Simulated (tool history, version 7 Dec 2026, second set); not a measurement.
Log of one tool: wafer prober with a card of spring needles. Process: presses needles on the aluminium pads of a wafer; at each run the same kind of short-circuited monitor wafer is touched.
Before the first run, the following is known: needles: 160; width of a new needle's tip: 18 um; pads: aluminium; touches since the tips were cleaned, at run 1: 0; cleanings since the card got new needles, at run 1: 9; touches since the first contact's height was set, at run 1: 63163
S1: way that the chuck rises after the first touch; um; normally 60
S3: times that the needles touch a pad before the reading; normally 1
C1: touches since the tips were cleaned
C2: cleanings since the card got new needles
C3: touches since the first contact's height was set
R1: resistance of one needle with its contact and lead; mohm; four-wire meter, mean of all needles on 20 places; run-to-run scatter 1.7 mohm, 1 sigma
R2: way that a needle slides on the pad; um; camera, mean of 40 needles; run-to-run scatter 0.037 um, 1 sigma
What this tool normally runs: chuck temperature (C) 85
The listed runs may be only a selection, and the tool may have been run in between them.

Run 1, day 0: usual settings; C1 0; C2 9; C3 63163. Result: R1 164 mohm, R2 14.88 um.
Run 2, day 0.367: usual settings; C1 4389; C2 9; C3 67552. Result: R1 167 mohm, R2 14.84 um.
At day 0.525: tips cleaned on abrasive film.
Run 3, day 0.629: usual settings; C1 1258; C2 10; C3 70619. Result: R1 164 mohm, R2 14.87 um.
Run 4, day 0.925: usual settings but S1 44 um; C1 4787; C2 10; C3 74148. Result: R1 167 mohm, R2 10.89 um.
At day 1.038: tips cleaned on abrasive film.
Run 5, day 1.262: usual settings; C1 2654; C2 11; C3 78111. Result: R1 163 mohm, R2 14.86 um.
Run 6, day 1.454: usual settings; C1 4971; C2 11; C3 80428. Result: R1 167 mohm, R2 14.82 um.
At day 1.554: tips cleaned on abrasive film.
Run 7, day 1.733: usual settings; C1 2133; C2 12; C3 83704. Result: R1 167 mohm, R2 14.85 um.
At day 2.075: tips cleaned on abrasive film.
Run 8, day 2.083: usual settings but S1 74 um, S3 2; C1 101; C2 13; C3 87812. Result: R1 165 mohm, R2 18.23 um.
Run 9, day 2.338: usual settings but S1 74 um, S3 2; C1 3153; C2 13; C3 90864. Result: R1 163 mohm, R2 18.23 um.
At day 2.592: tips cleaned on abrasive film.
Run 10, day 2.692: usual settings but S1 72 um, chuck temperature (C) 51, S3 2; C1 1165; C2 14; C3 95016. Result: R1 158 mohm, R2 17.73 um.
Run 11, day 2.921: usual settings but S1 72 um, chuck temperature (C) 51, S3 2; C1 3920; C2 14; C3 97771. Result: R1 157 mohm, R2 17.69 um.
At day 3.108: tips cleaned on abrasive film.
Run 12, day 3.312: usual settings but S1 72 um, chuck temperature (C) 51, S3 2; C1 2440; C2 15; C3 102399. Result: R1 155 mohm, R2 17.59 um.
At day 3.608: tips cleaned on abrasive film.
Run 13, day 3.712: usual settings but S3 3; C1 1264; C2 16; C3 107134. Result: R1 166 mohm, R2 14.73 um.
Run 14, day 4.038: usual settings but S3 3; C1 5128; C2 16; C3 110998. Result: R1 166 mohm, R2 14.65 um.

Forecast each of these 3 alternatives for the next run:
At day 4.121: tips cleaned on abrasive film.
Run A, day 4.262: usual settings but S1 49 um, chuck temperature (C) 39; C1 1687; C2 17; C3 113615. Result: R1 ?, R2 ?.
At day 4.121: tips cleaned on abrasive film.
Run B, day 4.262: usual settings but S1 48 um, chuck temperature (C) 27, S3 2; C1 1687; C2 17; C3 113615. Result: R1 ?, R2 ?.
At day 4.121: tips cleaned on abrasive film.
Run C, day 4.262: usual settings but chuck temperature (C) 77, S3 3; C1 1687; C2 17; C3 113615. Result: R1 ?, R2 ?.

run   R1     R2
  A  160  12.05
  B  159  11.73
  C  162  14.64
Stripped of hidden state, with their random variation kept, the same runs would have yielded:
run   R1     R2
  A  160  12.24
  B  159  11.92
  C  162  14.88
